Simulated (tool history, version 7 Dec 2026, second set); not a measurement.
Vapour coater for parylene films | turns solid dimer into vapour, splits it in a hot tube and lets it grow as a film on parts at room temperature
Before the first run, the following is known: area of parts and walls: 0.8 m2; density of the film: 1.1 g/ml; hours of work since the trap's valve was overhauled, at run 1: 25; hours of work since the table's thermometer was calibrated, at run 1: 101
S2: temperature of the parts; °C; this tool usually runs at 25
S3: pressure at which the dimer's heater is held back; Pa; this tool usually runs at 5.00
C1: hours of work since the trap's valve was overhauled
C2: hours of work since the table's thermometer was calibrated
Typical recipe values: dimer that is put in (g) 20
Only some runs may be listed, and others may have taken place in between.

run 1 hour=0.0 | dimer_that_is_put_in_(g)=20 S2=25 S3=5.00 | C1=25 C2=101 | thickness_of_the_film_(µm)=16.36
run 2 hour=31.9 | dimer_that_is_put_in_(g)=20 S2=25 S3=5.00 | C1=46 C2=122 | thickness_of_the_film_(µm)=16.35
run 3 hour=88.5 | dimer_that_is_put_in_(g)=20 S2=25 S3=5.00 | C1=82 C2=158 | thickness_of_the_film_(µm)=16.32
run 4 hour=130.6 | dimer_that_is_put_in_(g)=20 S2=22 S3=5.00 | C1=110 C2=185 | thickness_of_the_film_(µm)=18.99
run 5 hour=163.2 | dimer_that_is_put_in_(g)=20 S2=22 S3=5.00 | C1=131 C2=207 | thickness_of_the_film_(µm)=18.88
run 6 hour=212.8 | dimer_that_is_put_in_(g)=20 S2=25 S3=5.00 | C1=163 C2=239 | thickness_of_the_film_(µm)=16.19
run 7 hour=247.8 | dimer_that_is_put_in_(g)=20 S2=25 S3=2.02 | C1=185 C2=261 | thickness_of_the_film_(µm)=19.24
run 8 hour=308.1 | dimer_that_is_put_in_(g)=29 S2=25 S3=8.41 | C1=224 C2=300 | thickness_of_the_film_(µm)=21.33
run 9 hour=361.6 | dimer_that_is_put_in_(g)=26 S2=37 S3=5.00 | C1=259 C2=335 | thickness_of_the_film_(µm)=12.07
run 10 hour=390.1 | dimer_that_is_put_in_(g)=31 S2=26 S3=4.24 | C1=277 C2=353 | thickness_of_the_film_(µm)=24.57
run 11 hour=437.8 | dimer_that_is_put_in_(g)=9 S2=28 S3=5.00 | C1=308 C2=384 | thickness_of_the_film_(µm)=6.37
run 12 hour=480.3 | dimer_that_is_put_in_(g)=20 S2=19 S3=5.00 | C1=336 C2=412 | thickness_of_the_film_(µm)=21.42
run 13 hour=515.7 | dimer_that_is_put_in_(g)=20 S2=28 S3=7.39 | C1=359 C2=435 | thickness_of_the_film_(µm)=13.09

3 ways to go on from here, each from the tool as it stands after run 13. What would each give?
-- hour=545.3 trap's valve overhauled
run A hour=549.6 | dimer_that_is_put_in_(g)=20 S2=20 S3=9.05 | C1=3 C2=454 | thickness_of_the_film_(µm)=?
-- hour=545.3 trap's valve overhauled
run B hour=549.6 | dimer_that_is_put_in_(g)=31 S2=23 S3=10.00 | C1=3 C2=454 | thickness_of_the_film_(µm)=?
-- hour=545.3 trap's valve overhauled
run C hour=549.6 | dimer_that_is_put_in_(g)=21 S2=23 S3=6.57 | C1=3 C2=454 | thickness_of_the_film_(µm)=?

run=A thickness_of_the_film_(µm)=18.58
run=B thickness_of_the_film_(µm)=24.50
run=C thickness_of_the_film_(µm)=17.84
The same runs, with their run-to-run variation unchanged, on a tool lacking any hidden condition would have given:
run=A thickness_of_the_film_(µm)=18.58
run=B thickness_of_the_film_(µm)=24.51
run=C thickness_of_the_film_(µm)=17.85
